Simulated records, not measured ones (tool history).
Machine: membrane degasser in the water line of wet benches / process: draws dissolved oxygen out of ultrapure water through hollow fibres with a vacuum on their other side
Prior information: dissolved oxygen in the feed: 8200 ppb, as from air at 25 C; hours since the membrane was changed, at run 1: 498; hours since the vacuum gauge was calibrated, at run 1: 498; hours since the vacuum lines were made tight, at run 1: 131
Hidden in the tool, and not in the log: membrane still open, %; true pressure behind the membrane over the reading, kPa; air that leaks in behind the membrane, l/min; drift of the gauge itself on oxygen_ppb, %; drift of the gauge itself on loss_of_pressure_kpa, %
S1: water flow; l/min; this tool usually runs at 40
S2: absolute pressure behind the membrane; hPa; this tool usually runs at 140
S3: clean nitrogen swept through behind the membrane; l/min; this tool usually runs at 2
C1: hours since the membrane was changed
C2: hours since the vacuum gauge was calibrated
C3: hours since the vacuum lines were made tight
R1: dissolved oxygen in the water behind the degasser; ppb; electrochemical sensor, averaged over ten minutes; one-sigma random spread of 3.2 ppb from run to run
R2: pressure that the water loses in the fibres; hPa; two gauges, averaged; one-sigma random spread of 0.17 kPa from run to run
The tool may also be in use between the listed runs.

run 1 hour=0 | S1=40 S2=140 S3=2 | C1=498 C2=498 C3=131 | R1=473.2 R2=272.6
run 2 hour=110 | S1=40 S2=141 S3=2 | C1=608 C2=608 C3=241 | R1=476.1 R2=274.4
run 3 hour=229.8 | S1=40 S2=140 S3=2 | C1=728 C2=728 C3=361 | R1=471.9 R2=271.3
run 4 hour=294.8 | S1=40 S2=140 S3=2 | C1=793 C2=793 C3=425 | R1=481.8 R2=273.2
run 5 hour=355.4 | S1=55 S2=140 S3=2 | C1=854 C2=854 C3=486 | R1=644.9 R2=371.8
run 6 hour=466.7 | S1=55 S2=140 S3=2 | C1=965 C2=965 C3=597 | R1=655.5 R2=375.7
run 7 hour=545.4 | S1=55 S2=140 S3=2 | C1=1044 C2=1044 C3=676 | R1=644 R2=377.4
run 8 hour=683.1 | S1=40 S2=140 S3=2 | C1=1181 C2=1181 C3=814 | R1=481.2 R2=271.9
run 9 hour=783.9 | S1=40 S2=140 S3=2 | C1=1282 C2=1282 C3=915 | R1=476.7 R2=276.9
run 10 hour=884.9 | S1=40 S2=140 S3=2 | C1=1383 C2=1383 C3=1016 | R1=482.5 R2=272.3
run 11 hour=962.5 | S1=40 S2=140 S3=2 | C1=1461 C2=1461 C3=1093 | R1=482.4 R2=271.9
run 12 hour=1101.2 | S1=40 S2=140 S3=2.29 | C1=1599 C2=1599 C3=1232 | R1=427.9 R2=275.8
run 13 hour=1187.7 | S1=40 S2=140 S3=2.29 | C1=1686 C2=1686 C3=1318 | R1=425.8 R2=272.9
run 14 hour=1296 | S1=40 S2=140 S3=2.29 | C1=1794 C2=1794 C3=1427 | R1=427.1 R2=274.5
run 15 hour=1384.7 | S1=40 S2=140 S3=2.29 | C1=1883 C2=1883 C3=1515 | R1=431.5 R2=272.9
run 16 hour=1488 | S1=40 S2=140 S3=2.29 | C1=1986 C2=1986 C3=1619 | R1=433.7 R2=275.3
run 17 hour=1599.4 | S1=25 S2=343 S3=2.55 | C1=2098 C2=2098 C3=1730 | R1=680.8 R2=169.8
run 18 hour=1682.1 | S1=36 S2=140 S3=2 | C1=2180 C2=2180 C3=1813 | R1=435.1 R2=245.9
run 19 hour=1791.8 | S1=36 S2=140 S3=2 | C1=2290 C2=2290 C3=1922 | R1=437.3 R2=246.2
run 20 hour=1899.4 | S1=56 S2=132 S3=4.5 | C1=2398 C2=2398 C3=2030 | R1=351.6 R2=383.8
run 21 hour=2016.8 | S1=53 S2=132 S3=1.64 | C1=2515 C2=2515 C3=2147 | R1=701.4 R2=363.6
run 22 hour=2155.4 | S1=53 S2=132 S3=1.64 | C1=2654 C2=2654 C3=2286 | R1=692.8 R2=366.1
run 23 hour=2280.2 | S1=35 S2=140 S3=2.02 | C1=2778 C2=2778 C3=2411 | R1=426.2 R2=237.8
-- hour=2292.3 vacuum gauge calibrated
run 24 hour=2410.6 | S1=62 S2=109 S3=1.91 | C1=2908 C2=118 C3=2541 | R1=608.2 R2=432.8
run 25 hour=2485.2 | S1=62 S2=284 S3=1.91 | C1=2983 C2=193 C3=2615 | R1=1546 R2=426.5
run 26 hour=2592 | S1=31 S2=238 S3=1.04 | C1=3090 C2=300 C3=2722 | R1=1166.7 R2=212.8
-- hour=2717.2 vacuum gauge calibrated, once more
run 27 hour=2731.1 | S1=31 S2=238 S3=1.04 | C1=3228 C2=14 C3=2861 | R1=1142.2 R2=212.2
run 28 hour=2869.1 | S1=31 S2=238 S3=1.04 | C1=3366 C2=152 C3=2999 | R1=1142.7 R2=214.3
run 29 hour=2967.8 | S1=31 S2=238 S3=1.04 | C1=3465 C2=251 C3=3097 | R1=1153.4 R2=210.2
run 30 hour=3029.9 | S1=31 S2=238 S3=1.08 | C1=3527 C2=313 C3=3160 | R1=1125.9 R2=215.2
run 31 hour=3160.2 | S1=43 S2=236 S3=2.09 | C1=3657 C2=443 C3=3290 | R1=860.3 R2=297.6
run 32 hour=3249.1 | S1=43 S2=236 S3=2.09 | C1=3746 C2=532 C3=3379 | R1=869.9 R2=300.5

Selected run-to-run steps in R1, each split into two signed amounts: the part the tool would show with no hidden state at all (from settings, incoming material and random variation), and the remainder, which goes to the hidden state together with any gauge scatter not common to the measured and the hidden-state-free results:
Run 20 -> 21: S1 56 -> 53, S3 4.5 -> 1.64. R1 +349.8 ppb: hidden state +9.2, all else +340.6.
Run 23 -> 24: S1 35 -> 62, S2 140 -> 109, S3 2.02 -> 1.91, vacuum gauge calibrated. R1 +182 ppb: hidden state +22.1, all else +159.9.
Run 24 -> 25: S2 109 -> 284. R1 +937.8 ppb: hidden state -4.3, all else +942.1.
Run 25 -> 26: S1 62 -> 31, S2 284 -> 238, S3 1.91 -> 1.04. R1 -379.3 ppb: hidden state -1.1, all else -378.2.
Run 26 -> 27: vacuum gauge calibrated, once more. R1 -24.5 ppb: hidden state -26.9, all else +2.4.

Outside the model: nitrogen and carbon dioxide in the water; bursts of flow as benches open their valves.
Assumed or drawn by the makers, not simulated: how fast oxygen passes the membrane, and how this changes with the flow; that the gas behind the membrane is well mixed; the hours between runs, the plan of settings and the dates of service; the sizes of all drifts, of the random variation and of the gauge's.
